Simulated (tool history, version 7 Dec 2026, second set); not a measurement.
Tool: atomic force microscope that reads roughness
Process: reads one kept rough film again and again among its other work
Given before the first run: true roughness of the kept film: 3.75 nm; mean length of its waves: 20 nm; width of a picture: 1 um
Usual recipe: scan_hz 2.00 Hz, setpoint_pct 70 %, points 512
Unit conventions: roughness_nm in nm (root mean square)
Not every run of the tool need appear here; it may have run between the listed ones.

run	day	scan_hz	setpoint_pct	points	roughness_nm
1	0.000	2.00	70	512	2.645
2	0.288	2.00	70	512	2.649
3	0.729	2.00	70	512	2.596
4	1.004	2.00	70	512	2.567
5	1.312	2.00	70	512	2.528
6	1.658	2.00	70	512	2.502
7	2.046	2.00	70	512	2.485
8	2.388	2.00	70	533	2.476
9	2.629	0.94	70	512	2.550
10	2.900	2.00	70	512	2.396
11	3.196	2.00	70	512	2.391
12	3.521	2.00	70	512	2.356
13	3.796	0.86	70	1023	2.495
14	4.217	1.47	87	909	2.162
15	4.575	1.47	87	909	2.155
# day 4.729: new tip fitted
16	4.917	3.86	66	291	2.607
17	5.146	2.03	79	579	2.597
18	5.608	2.03	79	579	2.580
19	5.954	0.75	63	512	2.925
20	6.171	0.75	56	302	2.866
21	6.467	2.02	70	512	2.651
22	6.762	2.00	59	300	2.711

5 options for the next run, each taken on its own from the tool as it stands now. Forecast them:
A	6.992	0.66	86	935	?
B	6.992	2.17	76	913	?
C	6.992	1.66	70	512	?
D	6.992	3.32	70	954	?
E	6.992	2.41	73	901	?

run	roughness_nm
A	2.692
B	2.495
C	2.678
D	2.481
E	2.517
The same runs, with their run-to-run variation unchanged, on a tool lacking any hidden condition would have given:
run	roughness_nm
A	2.933
B	2.720
C	2.919
D	2.704
E	2.744
